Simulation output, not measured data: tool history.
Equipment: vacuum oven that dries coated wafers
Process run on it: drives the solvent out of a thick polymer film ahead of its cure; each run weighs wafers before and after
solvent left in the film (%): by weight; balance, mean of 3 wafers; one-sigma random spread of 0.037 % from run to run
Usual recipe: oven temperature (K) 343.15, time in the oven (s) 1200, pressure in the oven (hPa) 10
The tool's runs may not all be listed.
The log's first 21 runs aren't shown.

run,hour,oven temperature (K),time in the oven (s),pressure in the oven (hPa),hours of work since the thermocouples were calibrated,hours of work since the vacuum gauge was cleaned of residue,solvent left in the film (%)
22,1514.5,344.15,720,35.3,518,567,5.67
23,1574.1,344.15,720,35.3,549,598,5.7
24,1649.8,343.15,1080,5.8,588,637,2.45
25,1706.4,335.15,840,12.5,617,666,7.86
26,1787,335.15,840,12.5,658,707,7.82
27,1876.6,343.15,1560,30.2,704,754,3.03
28,1920.6,329.15,1980,10,727,776,5.73
29,1983.7,342.15,1800,10,760,809,1.48
30,2040.6,337.15,1560,8.5,789,838,3.22
31,2116.5,350.15,1200,18.1,828,877,1.47
32,2168.1,350.15,1200,18.1,855,904,1.46
33,2231.7,351.15,660,18.1,887,936,2.84

What if the next run were any one of these 5? Each begins from the tool's condition after run 33:
A,2296.9,352.15,1500,18.1,921,970,?
B,2296.9,347.15,840,10.9,921,970,?
C,2296.9,353.15,1620,5.1,921,970,?
D,2296.9,343.15,1200,13.2,921,970,?
E,2296.9,355.15,720,5.9,921,970,?

run,solvent left in the film (%)
A,1.08
B,2.78
C,0.42
D,2.73
E,1.05
Stripped of hidden state, with their random variation kept, the same runs would have yielded:
run,solvent left in the film (%)
A,0.85
B,2
C,0.28
D,1.97
E,0.65

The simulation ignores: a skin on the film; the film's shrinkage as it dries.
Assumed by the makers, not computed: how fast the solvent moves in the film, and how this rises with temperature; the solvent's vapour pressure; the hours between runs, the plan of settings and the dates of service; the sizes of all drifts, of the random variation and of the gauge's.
